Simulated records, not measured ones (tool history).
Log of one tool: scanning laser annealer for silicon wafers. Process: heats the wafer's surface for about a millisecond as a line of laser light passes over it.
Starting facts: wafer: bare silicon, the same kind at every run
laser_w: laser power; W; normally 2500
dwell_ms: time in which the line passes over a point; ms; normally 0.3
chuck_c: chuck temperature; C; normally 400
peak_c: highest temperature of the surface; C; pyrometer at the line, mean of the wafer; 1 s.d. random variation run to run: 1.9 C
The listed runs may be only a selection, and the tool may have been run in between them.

| run | hour | laser_w | dwell_ms | chuck_c | peak_c |
|---|---|---|---|---|---|
| 1 | 0 | 2500 | 0.3 | 400 | 1085 |
| 2 | 6.1 | 2500 | 0.3 | 400 | 1081 |
| 3 | 10.6 | 2500 | 0.3 | 400 | 1081 |
| 4 | 17 | 2500 | 0.3 | 375 | 1058 |
| 5 | 24.7 | 2500 | 0.3 | 375 | 1058 |
| 6 | 32.2 | 2500 | 0.3 | 375 | 1060 |
| 7 | 41.5 | 2551 | 0.372 | 375 | 1148 |
| 8 | 51.9 | 2551 | 0.372 | 375 | 1150 |
| 9 | 60 | 2551 | 0.372 | 375 | 1149 |
| 10 | 65.6 | 2277 | 0.3 | 403 | 1006 |
| 11 | 71.3 | 2277 | 0.3 | 403 | 1009 |

Difference, measured minus no-hidden-state, one row per run. Run-to-run variation is common to both terms; the gauge's own scatter need not be:
Hidden conditions of the tool in this case: light that passes the window, % of a clean one's; laser's true power over the reading, %; width of the line over the set one, %; drift of the gauge itself on peak_c, C.
| run | peak_c |
|---|---|
| 1 | -55 |
| 2 | -55 |
| 3 | -56 |
| 4 | -57 |
| 5 | -57 |
| 6 | -57 |
| 7 | -65 |
| 8 | -66 |
| 9 | -66 |
| 10 | -52 |
| 11 | -52 |

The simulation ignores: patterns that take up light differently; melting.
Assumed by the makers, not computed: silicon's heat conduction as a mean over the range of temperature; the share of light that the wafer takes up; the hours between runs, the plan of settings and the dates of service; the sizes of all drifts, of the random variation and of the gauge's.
